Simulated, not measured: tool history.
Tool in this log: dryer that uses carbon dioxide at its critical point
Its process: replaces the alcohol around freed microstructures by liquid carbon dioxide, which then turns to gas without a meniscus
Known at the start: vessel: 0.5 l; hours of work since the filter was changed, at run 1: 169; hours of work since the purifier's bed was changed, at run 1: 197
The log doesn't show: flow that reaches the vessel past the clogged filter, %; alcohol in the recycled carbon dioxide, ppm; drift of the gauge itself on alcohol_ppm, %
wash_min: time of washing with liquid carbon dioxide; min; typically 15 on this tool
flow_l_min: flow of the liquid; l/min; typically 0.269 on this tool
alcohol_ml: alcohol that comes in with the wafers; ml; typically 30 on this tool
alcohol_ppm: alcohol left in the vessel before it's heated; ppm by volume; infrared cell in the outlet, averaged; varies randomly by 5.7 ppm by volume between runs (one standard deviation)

| run | hour | wash_min | flow_l_min | alcohol_ml | hours of work since the filter was changed | hours of work since the purifier's bed was changed | alcohol_ppm |
|---|---|---|---|---|---|---|---|
| 1 | 0 | 15 | 0.269 | 30 | 169 | 197 | 257 |
| 2 | 34.7 | 15 | 0.269 | 37 | 180 | 208 | 319 |
| 3 | 57.1 | 15 | 0.232 | 30 | 187 | 215 | 566 |
| 4 | 76.5 | 15 | 0.269 | 30 | 193 | 221 | 268 |
| 5 | 108 | 15 | 0.269 | 30 | 202 | 231 | 279 |
| 6 | 137.8 | 15 | 0.269 | 30 | 212 | 240 | 276 |
| 7 | 164.3 | 15 | 0.269 | 69 | 220 | 248 | 607 |
| 8 | 179.6 | 15 | 0.269 | 69 | 224 | 253 | 615 |
| 9 | 195.7 | 15 | 0.269 | 69 | 229 | 258 | 615 |
| 10 | 214.7 | 15 | 0.224 | 30 | 235 | 264 | 687 |
| 11 | 232.8 | 15 | 0.224 | 30 | 241 | 269 | 707 |
| 12 | 251.9 | 16 | 0.31 | 58 | 247 | 275 | 189 |
| 13 | 283.5 | 13 | 0.348 | 68 | 256 | 285 | 314 |
| 14 | 310.6 | 16 | 0.174 | 70 | 265 | 293 | 3642 |
| 15 | 338 | 16 | 0.174 | 70 | 273 | 302 | 3523 |
| 16 | 367.3 | 11 | 0.406 | 30 | 282 | 311 | 177 |
|  | 375.5 | inlet filter changed |
| 17 | 403.1 | 11 | 0.306 | 54 | 8 | 321 | 884 |
| 18 | 421.3 | 11 | 0.306 | 54 | 14 | 327 | 900 |

A few steps of alcohol_ppm between consecutive runs. Split each: what settings, incoming material and random variation would produce without the hidden state, and what is left over for the hidden state, along with gauge scatter present in only one of the two compared results (measured, and without hidden state):
Run 15 -> 16: wash_min 16 -> 11, flow_l_min 0.174 -> 0.406, alcohol_ml 70 -> 30. alcohol_ppm -3346 ppm by volume: hidden state -635, all else -2711.
